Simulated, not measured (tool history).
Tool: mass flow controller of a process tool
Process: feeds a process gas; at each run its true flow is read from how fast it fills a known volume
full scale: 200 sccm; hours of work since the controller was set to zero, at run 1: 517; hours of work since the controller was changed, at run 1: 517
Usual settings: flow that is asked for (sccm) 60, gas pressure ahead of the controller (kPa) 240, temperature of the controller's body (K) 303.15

run	hour	flow that is asked for (sccm)	gas pressure ahead of the controller (kPa)	temperature of the controller's body (K)	hours of work since the controller was set to zero	hours of work since the controller was changed	true flow (%)
1	0.0	60	240	303.15	517	517	98.10
2	165.0	60	240	303.15	590	590	98.18
3	431.9	60	240	303.15	708	708	98.08
4	645.8	60	240	299.15	803	803	97.68
5	927.4	23	240	303.15	927	927	97.01
6	1083.6	23	240	303.15	996	996	96.92
7	1357.8	67	240	303.15	1117	1117	98.04
8	1483.0	67	240	303.15	1173	1173	97.93
9	1676.1	60	240	303.15	1258	1258	97.87
10	1930.8	60	240	303.15	1371	1371	97.72
11	2170.8	60	240	303.15	1477	1477	97.83
12	2368.5	34	240	303.15	1564	1564	96.94
13	2499.9	199	141	303.15	1622	1622	100.16
14	2789.8	124	176	297.15	1750	1750	98.34
15	2941.0	60	174	309.15	1817	1817	98.45
16	3062.8	60	174	309.15	1871	1871	98.43
17	3246.9	109	240	301.15	1953	1953	98.15
18	3455.4	102	249	294.15	2045	2045	97.43
19	3722.5	166	240	303.15	2163	2163	99.11
20	3877.2	166	245	293.15	2231	2231	98.03
21	4095.3	166	245	293.15	2328	2328	98.11

The same runs without the tool's hidden state, with the same run-to-run variation:
The hidden state here: flow at rest that the sensor doesn't see, % of full scale; true flow over the shown one, %; drift of the gauge itself on true_pct, %.
run	true flow (%)
1	98.45
2	98.56
3	98.52
4	98.17
5	98.19
6	98.15
7	98.63
8	98.54
9	98.57
10	98.48
11	98.65
12	98.18
13	100.69
14	99.02
15	99.43
16	99.44
17	98.95
18	98.29
19	99.89
20	98.83
21	98.95
